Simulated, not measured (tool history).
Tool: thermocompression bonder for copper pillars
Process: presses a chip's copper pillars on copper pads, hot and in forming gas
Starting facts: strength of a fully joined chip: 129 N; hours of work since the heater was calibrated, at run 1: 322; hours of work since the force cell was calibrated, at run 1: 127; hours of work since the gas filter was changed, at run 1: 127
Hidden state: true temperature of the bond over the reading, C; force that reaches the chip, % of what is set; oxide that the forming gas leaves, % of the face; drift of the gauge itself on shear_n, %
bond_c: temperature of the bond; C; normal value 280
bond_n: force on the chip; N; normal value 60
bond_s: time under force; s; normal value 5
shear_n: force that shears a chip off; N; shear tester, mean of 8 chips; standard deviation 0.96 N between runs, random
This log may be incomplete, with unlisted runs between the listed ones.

run	hour	bond_c	bond_n	bond_s	hours of work since the heater was calibrated	hours of work since the force cell was calibrated	hours of work since the gas filter was changed	shear_n
1	0.0	280	60	5	322	127	127	76.2
# hour 7.9: forming gas filter changed
2	26.2	280	60	5	339	144	12	79.9
3	64.8	280	60	5	365	169	38	79.8
4	111.9	280	60	5	396	201	69	76.9
5	153.3	280	60	5	423	228	96	77.2
# hour 206.3: forming gas filter changed
6	206.3	280	88	5	458	263	0	96.4
7	251.8	280	49	5	488	293	30	67.4
8	288.3	280	49	5	512	317	54	67.6
9	330.6	280	49	5	540	345	82	65.4
10	363.0	280	60	9	561	366	104	86.7
# hour 405.3: forming gas filter changed
11	413.0	280	60	9	594	399	5	90.6
12	448.4	280	60	4	618	422	28	70.3
13	503.3	280	60	4	654	459	65	68.9
14	546.2	280	83	5	682	487	93	88.2
15	582.0	280	83	5	706	511	117	88.7
# hour 605.7: forming gas filter changed
16	613.3	306	83	5	726	531	5	112.4
17	665.4	280	60	5	761	566	39	73.7
18	690.0	280	60	5	777	582	56	75.0
19	717.2	280	60	5	795	600	74	72.9
20	753.9	284	40	5	819	624	98	59.2
21	793.1	271	60	5	845	650	124	63.1
# hour 806.6: forming gas filter changed
22	854.0	271	60	5	885	690	31	64.9
23	904.3	271	60	5	919	723	65	61.7
24	929.4	271	56	7	935	740	81	68.4
25	975.2	285	62	10	965	770	112	93.0
# hour 1007.0: forming gas filter changed
26	1014.1	285	62	10	991	796	5	95.5
27	1059.6	285	62	10	1021	826	35	95.6
28	1101.0	285	62	10	1048	853	62	95.3
29	1161.5	253	60	11	1088	893	102	61.7
# hour 1207.0: forming gas filter changed
30	1210.4	253	60	11	1120	925	2	62.0
31	1256.0	253	58	5	1151	955	32	44.8
32	1282.2	277	57	5	1168	973	50	67.0
33	1311.9	303	46	9	1188	992	69	93.7
34	1360.0	303	46	9	1219	1024	101	91.1
35	1398.7	280	55	5	1245	1050	127	65.3
# hour 1407.3: forming gas filter changed
36	1437.4	280	55	5	1270	1075	20	65.9
37	1478.3	280	56	5	1297	1102	47	67.3
38	1538.0	280	56	5	1337	1142	86	66.0

Here are 4 independent what-if runs from the current tool condition. What would each one return?
A	1594.7	276	58	13	1374	1179	124	?
B	1594.7	286	56	5	1374	1179	124	?
C	1594.7	280	56	6	1374	1179	124	?
D	1594.7	287	57	13	1374	1179	124	?

run	shear_n
A	83.9
B	70.1
C	67.7
D	90.0
Had the tool no hidden state, the same runs would have come out as:
run	shear_n
A	100.1
B	85.6
C	83.2
D	104.9

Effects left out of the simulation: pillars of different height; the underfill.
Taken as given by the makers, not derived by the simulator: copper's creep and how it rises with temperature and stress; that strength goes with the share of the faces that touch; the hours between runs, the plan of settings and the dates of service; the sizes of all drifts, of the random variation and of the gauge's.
